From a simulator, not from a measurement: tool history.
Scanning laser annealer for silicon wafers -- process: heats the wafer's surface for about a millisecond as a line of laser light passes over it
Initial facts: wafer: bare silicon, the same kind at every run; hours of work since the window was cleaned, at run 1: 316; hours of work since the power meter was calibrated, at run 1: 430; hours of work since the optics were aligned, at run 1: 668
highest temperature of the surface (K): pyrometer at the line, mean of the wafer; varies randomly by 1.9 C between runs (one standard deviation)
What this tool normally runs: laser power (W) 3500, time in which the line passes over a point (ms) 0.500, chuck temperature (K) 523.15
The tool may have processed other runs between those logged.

run	day	laser power (W)	time in which the line passes over a point (ms)	chuck temperature (K)	hours of work since the window was cleaned	hours of work since the power meter was calibrated	hours of work since the optics were aligned	highest temperature of the surface (K)
1	0.000	3500	0.500	523.15	316	430	668	1312.15
2	0.562	3500	0.500	523.15	322	436	675	1314.15
3	1.079	3242	0.500	523.15	328	442	680	1237.15
4	1.867	3242	0.500	523.15	337	450	689	1236.15
5	2.738	3242	0.500	523.15	347	460	699	1239.15
6	3.733	3500	0.500	537.15	358	471	710	1324.15
7	4.321	3500	0.500	537.15	364	478	716	1319.15
8	5.225	3500	0.500	537.15	374	488	726	1323.15
9	5.808	3500	0.393	523.15	381	494	733	1225.15
10	6.775	3500	0.568	523.15	391	505	743	1349.15
11	7.204	3500	0.500	523.15	396	510	748	1308.15
12	7.738	3500	0.500	523.15	402	516	754	1304.15
13	8.446	3500	0.500	523.15	410	523	762	1302.15
14	9.417	3107	0.500	523.15	421	534	773	1188.15
15	9.829	3107	0.500	523.15	425	539	777	1190.15
# day 10.004: window over the wafer cleaned
16	10.538	3661	0.500	523.15	6	546	784	1332.15
17	11.062	3066	0.500	523.15	12	552	790	1161.15
18	11.988	3500	0.366	523.15	22	562	800	1187.15
# day 12.383: optics aligned, line set to its width
19	13.125	3500	0.366	523.15	32	572	8	1212.15
20	13.933	3500	0.366	523.15	41	581	17	1211.15
21	14.742	3785	0.500	523.15	50	590	26	1394.15
# day 15.029: window over the wafer cleaned, once more
22	15.488	3227	0.555	547.15	5	597	34	1331.15
23	16.417	3400	0.555	486.15	15	608	44	1326.15
24	16.896	3500	0.561	523.15	21	613	49	1400.15
25	17.308	3500	0.572	484.15	25	618	54	1366.15
26	17.925	3573	0.350	556.15	32	624	61	1287.15
27	18.912	3534	0.601	560.15	43	635	72	1472.15
28	19.429	3534	0.601	560.15	49	641	77	1471.15
29	20.033	3215	0.539	523.15	55	648	84	1287.15
30	20.462	3565	0.500	498.15	60	653	89	1346.15
31	21.096	3251	0.495	508.15	67	660	96	1260.15
32	21.754	3251	0.495	532.15	75	667	103	1281.15
33	22.429	3446	0.500	523.15	82	674	111	1331.15
34	23.142	3404	0.400	543.15	90	682	118	1265.15
35	23.612	3504	0.391	543.15	95	688	124	1284.15
36	24.350	3500	0.500	548.15	103	696	132	1372.15
37	24.917	3376	0.616	541.15	110	702	138	1400.15
38	25.679	3305	0.506	523.15	118	710	147	1291.15
39	26.292	3500	0.500	539.15	125	717	153	1362.15
40	26.767	3545	0.518	547.15	130	723	159	1396.15
41	27.512	3500	0.533	531.15	139	731	167	1374.15

Here are 4 independent what-if runs from the current tool condition. What would each one return?
A	28.438	3601	0.500	523.15	149	741	177	?
B	28.438	3441	0.543	523.15	149	741	177	?
C	28.438	3500	0.613	549.15	149	741	177	?
D	28.438	2993	0.533	531.15	149	741	177	?

run	highest temperature of the surface (K)
A	1371.15
B	1351.15
C	1444.15
D	1216.15
What these runs would have given with no unlogged condition in the tool:
run	highest temperature of the surface (K)
A	1392.15
B	1371.15
C	1466.15
D	1233.15
